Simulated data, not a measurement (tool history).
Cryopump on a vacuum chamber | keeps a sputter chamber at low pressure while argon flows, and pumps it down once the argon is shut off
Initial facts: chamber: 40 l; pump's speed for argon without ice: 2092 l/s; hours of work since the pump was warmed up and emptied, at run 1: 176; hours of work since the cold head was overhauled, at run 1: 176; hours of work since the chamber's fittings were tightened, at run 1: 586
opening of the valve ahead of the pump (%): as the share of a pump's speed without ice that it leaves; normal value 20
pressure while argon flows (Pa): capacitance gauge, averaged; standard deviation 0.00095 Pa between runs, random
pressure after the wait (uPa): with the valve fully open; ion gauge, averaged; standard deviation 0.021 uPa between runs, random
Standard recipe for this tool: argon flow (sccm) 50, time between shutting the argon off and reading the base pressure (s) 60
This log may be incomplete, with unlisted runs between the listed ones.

run	day	argon flow (sccm)	time between shutting the argon off and reading the base pressure (s)	opening of the valve ahead of the pump (%)	hours of work since the pump was warmed up and emptied	hours of work since the cold head was overhauled	hours of work since the chamber's fittings were tightened	pressure while argon flows (Pa)	pressure after the wait (uPa)
1	0.000	50	60	20	176	176	586	0.2043	0.68
2	0.542	50	60	29	184	184	594	0.1418	0.65
3	1.017	50	60	29	191	191	601	0.1425	0.63
4	1.575	50	60	29	199	199	610	0.1422	0.69
5	1.854	42	60	20	203	203	614	0.1710	0.66
6	2.329	42	60	20	211	211	621	0.1720	0.67
7	2.938	42	60	20	220	220	630	0.1725	0.69
8	3.558	26	60	20	229	229	639	0.1064	0.66
9	4.217	26	66	20	239	239	649	0.1060	0.64
10	4.588	50	60	20	244	244	655	0.2056	0.65
11	5.108	50	60	30	252	252	663	0.1366	0.64
12	5.679	50	60	20	261	261	671	0.2046	0.64
13	6.196	50	60	39	268	268	679	0.1067	0.68
14	6.800	50	60	39	277	277	688	0.1057	0.66
15	7.375	50	60	39	286	286	697	0.1059	0.67
16	7.900	50	91	20	294	294	704	0.2064	0.56
17	8.475	34	234	37	303	303	713	0.0755	0.44
18	9.042	20	234	38	311	311	721	0.0444	0.43
19	9.512	77	65	38	318	318	729	0.1695	0.65
20	10.058	50	60	25	326	326	737	0.1660	0.67
21	10.567	50	39	17	334	334	744	0.2413	0.88
22	11.158	90	32	46	343	343	753	0.1650	0.99
23	11.804	45	41	46	352	352	763	0.0829	0.86
24	12.192	45	41	46	358	358	769	0.0819	0.85
25	12.817	86	105	33	368	368	778	0.2177	0.59
26	13.304	24	123	33	375	375	785	0.0603	0.53
27	13.879	50	27	43	384	384	794	0.0985	1.10
28	14.188	56	103	20	388	388	799	0.2326	0.58

5 options for the next run, each taken on its own from the tool as it stands now. Forecast them:
A	14.829	78	30	17	398	398	808	?	?
B	14.829	89	103	42	398	398	808	?	?
C	14.829	68	26	54	398	398	808	?	?
D	14.829	27	57	19	398	398	808	?	?
E	14.829	56	255	47	398	398	808	?	?

run	pressure while argon flows (Pa)	pressure after the wait (uPa)
A	0.3796	1.00
B	0.1795	0.60
C	0.1077	1.11
D	0.1164	0.72
E	0.1003	0.50
With no hidden state in the tool, these same runs would have given:
run	pressure while argon flows (Pa)	pressure after the wait (uPa)
A	0.3729	0.75
B	0.1718	0.35
C	0.1018	0.86
D	0.1141	0.46
E	0.0954	0.24

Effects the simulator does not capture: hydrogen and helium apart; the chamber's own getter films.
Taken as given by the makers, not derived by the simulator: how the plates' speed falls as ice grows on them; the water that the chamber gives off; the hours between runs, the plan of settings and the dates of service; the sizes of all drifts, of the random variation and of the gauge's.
